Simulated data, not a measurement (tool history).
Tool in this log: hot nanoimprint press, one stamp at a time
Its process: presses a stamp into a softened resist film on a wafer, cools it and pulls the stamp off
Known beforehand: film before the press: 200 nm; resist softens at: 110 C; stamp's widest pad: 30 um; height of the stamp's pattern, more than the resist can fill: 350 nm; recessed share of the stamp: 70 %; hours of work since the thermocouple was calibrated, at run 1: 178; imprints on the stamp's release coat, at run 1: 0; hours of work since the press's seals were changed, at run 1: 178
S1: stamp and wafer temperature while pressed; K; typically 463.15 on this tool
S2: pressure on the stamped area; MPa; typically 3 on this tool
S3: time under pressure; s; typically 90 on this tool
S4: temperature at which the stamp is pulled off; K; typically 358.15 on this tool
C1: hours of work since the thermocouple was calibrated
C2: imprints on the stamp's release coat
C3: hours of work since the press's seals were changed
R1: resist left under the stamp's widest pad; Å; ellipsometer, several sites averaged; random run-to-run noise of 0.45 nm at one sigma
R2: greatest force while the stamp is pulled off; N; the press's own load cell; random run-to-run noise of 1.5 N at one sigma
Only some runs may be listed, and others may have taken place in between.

Run 1, hour 0: usual settings; C1 178; C2 0; C3 178. Result: R1 1081 Å, R2 118 N.
Run 2, hour 10.3: usual settings but S4 356.15 K; C1 186; C2 42; C3 186. Result: R1 1074 Å, R2 122 N.
Run 3, hour 30.8: usual settings; C1 202; C2 126; C3 202. Result: R1 1070 Å, R2 118 N.
Run 4, hour 45.7: usual settings; C1 213; C2 188; C3 213. Result: R1 1083 Å, R2 120 N.
Run 5, hour 62.2: usual settings; C1 226; C2 256; C3 226. Result: R1 1073 Å, R2 119 N.
Run 6, hour 73.9: usual settings; C1 235; C2 304; C3 235. Result: R1 1084 Å, R2 121 N.
Run 7, hour 93: usual settings; C1 249; C2 382; C3 249. Result: R1 1063 Å, R2 125 N.
Run 8, hour 110.3: usual settings; C1 262; C2 453; C3 262. Result: R1 1069 Å, R2 123 N.
Run 9, hour 129.2: usual settings but S4 349.15 K; C1 277; C2 531; C3 277. Result: R1 1075 Å, R2 151 N.
At hour 139.9: plate thermocouple calibrated.
Run 10, hour 149.7: usual settings but S4 349.15 K; C1 7; C2 603; C3 290. Result: R1 1034 Å, R2 147 N.
Run 11, hour 163: usual settings but S4 349.15 K; C1 18; C2 658; C3 300. Result: R1 1048 Å, R2 150 N.
Run 12, hour 186.1: usual settings but S4 349.15 K; C1 35; C2 753; C3 318. Result: R1 1037 Å, R2 152 N.
Run 13, hour 205: usual settings but S1 467.15 K; C1 50; C2 831; C3 332. Result: R1 893 Å, R2 124 N.
Run 14, hour 216.7: usual settings but S2 3.01 MPa; C1 59; C2 879; C3 341. Result: R1 1025 Å, R2 125 N.
At hour 236.9: plate thermocouple calibrated, once more.
At hour 244.5: stamp cleaned and given a new release coat.
Run 15, hour 248: usual settings but S1 467.15 K; C1 4; C2 14; C3 358. Result: R1 956 Å, R2 120 N.
Run 16, hour 263.8: usual settings but S2 3.97 MPa, S4 366.15 K; C1 16; C2 79; C3 370. Result: R1 963 Å, R2 97 N.
Run 17, hour 275.4: usual settings but S1 460.15 K, S2 2.32 MPa; C1 25; C2 127; C3 379. Result: R1 1376 Å, R2 119 N.
Run 18, hour 287.9: usual settings but S2 4.56 MPa; C1 34; C2 178; C3 388. Result: R1 887 Å, R2 121 N.
Run 19, hour 309.5: usual settings but S1 456.15 K, S2 3.06 MPa, S3 51 s, S4 355.15 K; C1 51; C2 267; C3 405. Result: R1 1567 Å, R2 131 N.
Run 20, hour 328.5: usual settings but S1 456.15 K, S2 3.06 MPa, S3 51 s, S4 355.15 K; C1 65; C2 345; C3 419. Result: R1 1562 Å, R2 133 N.
Run 21, hour 341.1: usual settings but S1 472.15 K; C1 75; C2 397; C3 429. Result: R1 793 Å, R2 124 N.
Run 22, hour 362.9: usual settings but S3 135 s, S4 350.15 K; C1 91; C2 487; C3 446. Result: R1 981 Å, R2 150 N.
Run 23, hour 385.4: usual settings but S1 461.15 K, S4 349.15 K; C1 109; C2 579; C3 463. Result: R1 1183 Å, R2 154 N.
Run 24, hour 403.8: usual settings but S1 467.15 K, S2 2.69 MPa, S3 100 s, S4 354.15 K; C1 123; C2 655; C3 477. Result: R1 975 Å, R2 136 N.
Run 25, hour 427: usual settings but S1 456.15 K, S3 150 s; C1 140; C2 750; C3 494. Result: R1 1228 Å, R2 131 N.
Run 26, hour 441.7: usual settings but S1 456.15 K, S3 150 s; C1 151; C2 811; C3 506. Result: R1 1222 Å, R2 130 N.
Run 27, hour 451.9: usual settings but S1 467.15 K, S2 3.12 MPa, S3 120 s, S4 362.15 K; C1 159; C2 853; C3 513. Result: R1 844 Å, R2 114 N.
Run 28, hour 467.6: usual settings but S1 467.15 K, S2 3.12 MPa, S3 120 s, S4 348.15 K; C1 171; C2 918; C3 525. Result: R1 847 Å, R2 161 N.
At hour 482.2: stamp cleaned and given a new release coat.
Run 29, hour 483.8: usual settings but S1 467.15 K, S2 3.12 MPa, S3 120 s, S4 348.15 K; C1 179; C2 6; C3 533. Result: R1 839 Å, R2 151 N.
Run 30, hour 496.9: usual settings but S1 461.15 K, S2 4.64 MPa, S3 139 s, S4 350.15 K; C1 189; C2 60; C3 543. Result: R1 817 Å, R2 139 N.

Below, some changes in R1 between adjacent runs. For each, the amount present without the hidden state too (settings, incoming material, random variation) and the amount remaining for the hidden state with gauge scatter not shared by both compared results:
Unlogged tool condition in this case: true temperature over the reading, C; pressure that arrives at the usual setting, %; grip of the stamp's worn release coat, % over a new coat's; drift of the gauge itself on residual_nm, %; drift of the gauge itself on pull_off_n, %.
Run 9 -> 10: plate thermocouple calibrated. R1 -41 Å: hidden state -29, all else -12.
Run 14 -> 15: S1 463.15 -> 467.15, S2 3.01 -> 3, plate thermocouple calibrated, once more, stamp cleaned and given a new release coat. R1 -69 Å: hidden state +78, all else -147.
Run 17 -> 18: S1 460.15 -> 463.15, S2 2.32 -> 4.56. R1 -489 Å: hidden state +9, all else -498.
Run 18 -> 19: S1 463.15 -> 456.15, S2 4.56 -> 3.06, S3 90 -> 51, S4 358.15 -> 355.15. R1 +680 Å: hidden state -10, all else +690.
Run 20 -> 21: S1 456.15 -> 472.15, S2 3.06 -> 3, S3 51 -> 90, S4 355.15 -> 358.15. R1 -769 Å: hidden state +1, all else -770.

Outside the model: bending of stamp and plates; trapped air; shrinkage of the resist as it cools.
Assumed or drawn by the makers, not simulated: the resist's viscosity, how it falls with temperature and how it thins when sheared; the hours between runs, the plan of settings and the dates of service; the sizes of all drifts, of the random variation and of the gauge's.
